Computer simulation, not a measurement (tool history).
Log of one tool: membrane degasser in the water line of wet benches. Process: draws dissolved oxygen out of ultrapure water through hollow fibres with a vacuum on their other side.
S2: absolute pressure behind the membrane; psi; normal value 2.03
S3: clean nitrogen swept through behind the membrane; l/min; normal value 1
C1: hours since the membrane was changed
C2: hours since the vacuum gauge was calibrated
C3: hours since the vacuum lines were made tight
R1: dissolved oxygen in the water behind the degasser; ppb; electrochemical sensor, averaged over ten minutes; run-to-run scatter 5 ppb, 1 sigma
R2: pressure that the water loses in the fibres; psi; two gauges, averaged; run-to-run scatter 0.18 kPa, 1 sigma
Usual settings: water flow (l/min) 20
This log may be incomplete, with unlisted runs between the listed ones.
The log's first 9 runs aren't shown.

{"run": 10, "hour": 723.8, "water flow (l/min)": 20, "S2": 3.34, "S3": 1, "C1": 2479, "C2": 913, "C3": 8104, "R1": 864.2, "R2": 4.572}
{"run": 11, "hour": 801.5, "water flow (l/min)": 22, "S2": 3.34, "S3": 1, "C1": 2557, "C2": 990, "C3": 8182, "R1": 907, "R2": 4.988}
{"run": 12, "hour": 905.4, "water flow (l/min)": 22, "S2": 3.34, "S3": 1, "C1": 2661, "C2": 1094, "C3": 8286, "R1": 923.2, "R2": 5.031}
{"run": 13, "hour": 981.9, "water flow (l/min)": 22, "S2": 3.34, "S3": 1, "C1": 2737, "C2": 1171, "C3": 8362, "R1": 905.7, "R2": 5.015}
{"run": 14, "hour": 1062.5, "water flow (l/min)": 22, "S2": 3.34, "S3": 0.75, "C1": 2818, "C2": 1251, "C3": 8443, "R1": 1131.2, "R2": 5.031}
{"run": 15, "hour": 1141.4, "water flow (l/min)": 22, "S2": 3.34, "S3": 0.75, "C1": 2897, "C2": 1330, "C3": 8522, "R1": 1123.9, "R2": 5.007}
{"run": 16, "hour": 1215.7, "water flow (l/min)": 22, "S2": 3.34, "S3": 1.56, "C1": 2971, "C2": 1405, "C3": 8596, "R1": 657.7, "R2": 5.001}
{"run": 17, "hour": 1318.7, "water flow (l/min)": 15, "S2": 2.03, "S3": 1.06, "C1": 3074, "C2": 1508, "C3": 8699, "R1": 356.7, "R2": 3.433}
{"run": 18, "hour": 1375.9, "water flow (l/min)": 25, "S2": 2.6, "S3": 1.06, "C1": 3131, "C2": 1565, "C3": 8756, "R1": 765.2, "R2": 5.694}
{"run": 19, "hour": 1425.0, "water flow (l/min)": 25, "S2": 2.6, "S3": 1.06, "C1": 3181, "C2": 1614, "C3": 8805, "R1": 764.3, "R2": 5.713}
{"run": 20, "hour": 1518.7, "water flow (l/min)": 25, "S2": 2.6, "S3": 1.06, "C1": 3274, "C2": 1708, "C3": 8899, "R1": 766, "R2": 5.67}
{"run": 21, "hour": 1601.4, "water flow (l/min)": 23, "S2": 2.6, "S3": 0.51, "C1": 3357, "C2": 1790, "C3": 8982, "R1": 1206.1, "R2": 5.239}
{"run": 22, "hour": 1676.2, "water flow (l/min)": 23, "S2": 2.6, "S3": 0.51, "C1": 3432, "C2": 1865, "C3": 9057, "R1": 1179.8, "R2": 5.256}
{"run": 23, "hour": 1761.7, "water flow (l/min)": 26, "S2": 3.13, "S3": 1.31, "C1": 3517, "C2": 1951, "C3": 9142, "R1": 811.9, "R2": 5.909}
{"run": 24, "hour": 1863.5, "water flow (l/min)": 26, "S2": 2.34, "S3": 0.59, "C1": 3619, "C2": 2052, "C3": 9244, "R1": 1083.6, "R2": 5.873}
{"run": 25, "hour": 1962.1, "water flow (l/min)": 26, "S2": 2.34, "S3": 0.59, "C1": 3718, "C2": 2151, "C3": 9343, "R1": 1066, "R2": 5.954}
{"run": 26, "hour": 2057.4, "water flow (l/min)": 26, "S2": 2.34, "S3": 0.7, "C1": 3813, "C2": 2246, "C3": 9438, "R1": 948.7, "R2": 5.913}
{"run": 27, "hour": 2143.7, "water flow (l/min)": 32, "S2": 2.47, "S3": 1.55, "C1": 3899, "C2": 2333, "C3": 9524, "R1": 720.4, "R2": 7.343}
{"run": 28, "hour": 2243.3, "water flow (l/min)": 32, "S2": 2.47, "S3": 1.55, "C1": 3999, "C2": 2432, "C3": 9624, "R1": 727.3, "R2": 7.285}
{"run": 29, "hour": 2292.3, "water flow (l/min)": 16, "S2": 1.46, "S3": 1, "C1": 4048, "C2": 2481, "C3": 9673, "R1": 264, "R2": 3.616}
{"run": 30, "hour": 2393.3, "water flow (l/min)": 12, "S2": 1.29, "S3": 2.07, "C1": 4149, "C2": 2582, "C3": 9774, "R1": 85.4, "R2": 2.783}
{"run": 31, "hour": 2490.2, "water flow (l/min)": 20, "S2": 2.03, "S3": 1.32, "C1": 4246, "C2": 2679, "C3": 9871, "R1": 406.2, "R2": 4.48}

Branching from run 31: 3 alternative next runs. What would each branch give?
{"run": "A", "hour": 2536.2, "water flow (l/min)": 13, "S2": 2.03, "S3": 1, "C1": 4292, "C2": 2725, "C3": 9917, "R1": "?", "R2": "?"}
{"run": "B", "hour": 2536.2, "water flow (l/min)": 20, "S2": 2.92, "S3": 1.32, "C1": 4292, "C2": 2725, "C3": 9917, "R1": "?", "R2": "?"}
{"run": "C", "hour": 2536.2, "water flow (l/min)": 20, "S2": 3.23, "S3": 1.32, "C1": 4292, "C2": 2725, "C3": 9917, "R1": "?", "R2": "?"}

run=A R1=320.4 R2=2.998
run=B R1=593.5 R2=4.55
run=C R1=653.5 R2=4.586
Take away the tool's hidden state, keep each run's random variation, and the runs would have read:
run=A R1=320.3 R2=2.996
run=B R1=593.2 R2=4.548
run=C R1=653.2 R2=4.585

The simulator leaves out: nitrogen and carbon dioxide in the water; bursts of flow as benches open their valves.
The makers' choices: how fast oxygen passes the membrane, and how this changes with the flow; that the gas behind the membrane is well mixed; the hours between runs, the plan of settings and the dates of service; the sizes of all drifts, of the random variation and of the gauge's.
